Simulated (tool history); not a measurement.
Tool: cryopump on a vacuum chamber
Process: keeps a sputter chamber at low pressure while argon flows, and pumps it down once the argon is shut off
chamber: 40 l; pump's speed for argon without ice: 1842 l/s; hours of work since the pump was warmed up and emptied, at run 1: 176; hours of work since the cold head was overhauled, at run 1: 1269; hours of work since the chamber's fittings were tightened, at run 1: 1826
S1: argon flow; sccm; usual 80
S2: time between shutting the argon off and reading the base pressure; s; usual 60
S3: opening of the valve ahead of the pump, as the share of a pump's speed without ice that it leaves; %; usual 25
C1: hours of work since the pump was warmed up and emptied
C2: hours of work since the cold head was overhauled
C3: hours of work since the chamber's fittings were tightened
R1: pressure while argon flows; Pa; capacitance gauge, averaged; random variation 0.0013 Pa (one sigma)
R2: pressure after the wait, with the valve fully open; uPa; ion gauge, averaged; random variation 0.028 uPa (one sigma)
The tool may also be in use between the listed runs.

run 1 day=0 | S1=80 S2=60 S3=25 | C1=176 C2=1269 C3=1826 | R1=0.2976 R2=2.64
run 2 day=1.304 | S1=80 S2=45 S3=25 | C1=197 C2=1290 C3=1847 | R1=0.2986 R2=3.06
run 3 day=3.388 | S1=80 S2=60 S3=25 | C1=229 C2=1322 C3=1879 | R1=0.2972 R2=2.62
run 4 day=5.167 | S1=80 S2=60 S3=25 | C1=256 C2=1349 C3=1906 | R1=0.2974 R2=2.65
run 5 day=7.004 | S1=80 S2=60 S3=26 | C1=284 C2=1377 C3=1934 | R1=0.2876 R2=2.77
run 6 day=9.392 | S1=80 S2=60 S3=25 | C1=321 C2=1414 C3=1971 | R1=0.2994 R2=2.76
run 7 day=10.825 | S1=80 S2=60 S3=25 | C1=343 C2=1436 C3=1993 | R1=0.3019 R2=2.83
run 8 day=12.042 | S1=80 S2=60 S3=25 | C1=362 C2=1455 C3=2012 | R1=0.3015 R2=2.83
run 9 day=13.162 | S1=80 S2=60 S3=25 | C1=379 C2=1472 C3=2029 | R1=0.3044 R2=2.86
-- day=13.962 leaking fittings of the chamber tightened, without venting
run 10 day=15.304 | S1=80 S2=60 S3=25 | C1=411 C2=1504 C3=21 | R1=0.3015 R2=1.4
run 11 day=16.308 | S1=80 S2=60 S3=25 | C1=427 C2=1520 C3=36 | R1=0.3024 R2=1.39
run 12 day=18.621 | S1=80 S2=60 S3=25 | C1=462 C2=1555 C3=72 | R1=0.3029 R2=1.44
run 13 day=19.817 | S1=80 S2=60 S3=25 | C1=481 C2=1574 C3=90 | R1=0.3023 R2=1.46
run 14 day=21.396 | S1=80 S2=60 S3=25 | C1=505 C2=1598 C3=115 | R1=0.3029 R2=1.52
run 15 day=22.542 | S1=80 S2=60 S3=25 | C1=523 C2=1616 C3=132 | R1=0.3026 R2=1.45
run 16 day=24.008 | S1=80 S2=60 S3=25 | C1=545 C2=1638 C3=155 | R1=0.3055 R2=1.51
run 17 day=25.7 | S1=80 S2=60 S3=25 | C1=571 C2=1664 C3=181 | R1=0.3026 R2=1.54
run 18 day=27.779 | S1=80 S2=60 S3=25 | C1=604 C2=1696 C3=213 | R1=0.3048 R2=1.61
run 19 day=28.996 | S1=80 S2=52 S3=25 | C1=622 C2=1715 C3=232 | R1=0.3051 R2=1.71

The next listed run, before its measurement:
run 20 day=31.192 | S1=80 S2=52 S3=25 | C1=656 C2=1749 C3=266 | R1=? R2=?

R1: 0.308 Pa
R2: 1.76 uPa
Without the tool's hidden state the same run would have given R1 0.2957 Pa, R2 1.52 uPa.

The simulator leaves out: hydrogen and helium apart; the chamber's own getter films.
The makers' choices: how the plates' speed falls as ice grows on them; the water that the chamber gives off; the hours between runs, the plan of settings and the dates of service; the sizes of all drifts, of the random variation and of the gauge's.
